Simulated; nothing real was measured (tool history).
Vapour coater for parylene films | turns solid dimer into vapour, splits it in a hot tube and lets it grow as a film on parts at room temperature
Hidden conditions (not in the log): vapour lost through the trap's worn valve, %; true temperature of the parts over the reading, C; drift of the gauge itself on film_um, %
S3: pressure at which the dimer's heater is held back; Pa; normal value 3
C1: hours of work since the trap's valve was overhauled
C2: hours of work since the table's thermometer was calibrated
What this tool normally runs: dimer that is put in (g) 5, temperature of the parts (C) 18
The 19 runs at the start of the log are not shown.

{"hour": 275.4, "done": "table's thermometer calibrated"}
{"run": 20, "hour": 289.7, "dimer that is put in (g)": 5, "temperature of the parts (C)": 18, "S3": 3, "C1": 11, "C2": 8, "thickness of the film (µm)": 2.44}
{"run": 21, "hour": 311.0, "dimer that is put in (g)": 5, "temperature of the parts (C)": 18, "S3": 3, "C1": 23, "C2": 21, "thickness of the film (µm)": 2.41}
{"run": 22, "hour": 321.0, "dimer that is put in (g)": 5, "temperature of the parts (C)": 18, "S3": 3, "C1": 29, "C2": 26, "thickness of the film (µm)": 2.4}
{"run": 23, "hour": 337.0, "dimer that is put in (g)": 5, "temperature of the parts (C)": 22, "S3": 3, "C1": 38, "C2": 36, "thickness of the film (µm)": 2.05}
{"run": 24, "hour": 354.2, "dimer that is put in (g)": 5, "temperature of the parts (C)": 18, "S3": 3, "C1": 48, "C2": 46, "thickness of the film (µm)": 2.42}
{"run": 25, "hour": 375.2, "dimer that is put in (g)": 5, "temperature of the parts (C)": 18, "S3": 3, "C1": 61, "C2": 58, "thickness of the film (µm)": 2.4}
{"hour": 382.6, "done": "table's thermometer calibrated, once more"}
{"run": 26, "hour": 397.4, "dimer that is put in (g)": 5, "temperature of the parts (C)": 18, "S3": 3, "C1": 73, "C2": 9, "thickness of the film (µm)": 2.36}
{"run": 27, "hour": 411.9, "dimer that is put in (g)": 5, "temperature of the parts (C)": 18, "S3": 3, "C1": 81, "C2": 17, "thickness of the film (µm)": 2.36}
{"run": 28, "hour": 427.6, "dimer that is put in (g)": 5, "temperature of the parts (C)": 18, "S3": 3, "C1": 90, "C2": 26, "thickness of the film (µm)": 2.34}
{"run": 29, "hour": 445.7, "dimer that is put in (g)": 5, "temperature of the parts (C)": 18, "S3": 3, "C1": 101, "C2": 37, "thickness of the film (µm)": 2.36}
{"run": 30, "hour": 462.1, "dimer that is put in (g)": 5, "temperature of the parts (C)": 24, "S3": 3, "C1": 110, "C2": 46, "thickness of the film (µm)": 1.81}
{"run": 31, "hour": 472.7, "dimer that is put in (g)": 3, "temperature of the parts (C)": 23, "S3": 8.8, "C1": 117, "C2": 52, "thickness of the film (µm)": 0.88}
{"run": 32, "hour": 484.5, "dimer that is put in (g)": 3, "temperature of the parts (C)": 23, "S3": 8.8, "C1": 123, "C2": 59, "thickness of the film (µm)": 0.89}
{"run": 33, "hour": 495.7, "dimer that is put in (g)": 5, "temperature of the parts (C)": 30, "S3": 8.23, "C1": 130, "C2": 66, "thickness of the film (µm)": 1.11}
{"run": 34, "hour": 508.7, "dimer that is put in (g)": 5, "temperature of the parts (C)": 13, "S3": 3, "C1": 138, "C2": 73, "thickness of the film (µm)": 2.87}
{"run": 35, "hour": 528.6, "dimer that is put in (g)": 3, "temperature of the parts (C)": 17, "S3": 4.54, "C1": 149, "C2": 85, "thickness of the film (µm)": 1.32}
{"run": 36, "hour": 547.1, "dimer that is put in (g)": 6, "temperature of the parts (C)": 22, "S3": 3, "C1": 160, "C2": 95, "thickness of the film (µm)": 2.33}
{"run": 37, "hour": 556.7, "dimer that is put in (g)": 3, "temperature of the parts (C)": 18, "S3": 7.83, "C1": 165, "C2": 101, "thickness of the film (µm)": 1.1}
{"run": 38, "hour": 573.2, "dimer that is put in (g)": 7, "temperature of the parts (C)": 18, "S3": 4.19, "C1": 175, "C2": 111, "thickness of the film (µm)": 3.01}
{"run": 39, "hour": 588.4, "dimer that is put in (g)": 7, "temperature of the parts (C)": 18, "S3": 4.19, "C1": 184, "C2": 119, "thickness of the film (µm)": 2.97}
{"run": 40, "hour": 598.9, "dimer that is put in (g)": 8, "temperature of the parts (C)": 18, "S3": 11.43, "C1": 190, "C2": 125, "thickness of the film (µm)": 2.7}

Expected results for the next run?
{"run": 41, "hour": 610.7, "dimer that is put in (g)": 7, "temperature of the parts (C)": 24, "S3": 11.43, "C1": 197, "C2": 132, "thickness of the film (µm)": "?"}

thickness of the film (µm): 1.82
With no hidden state in the tool, this same run would have given thickness of the film (µm) 1.92.
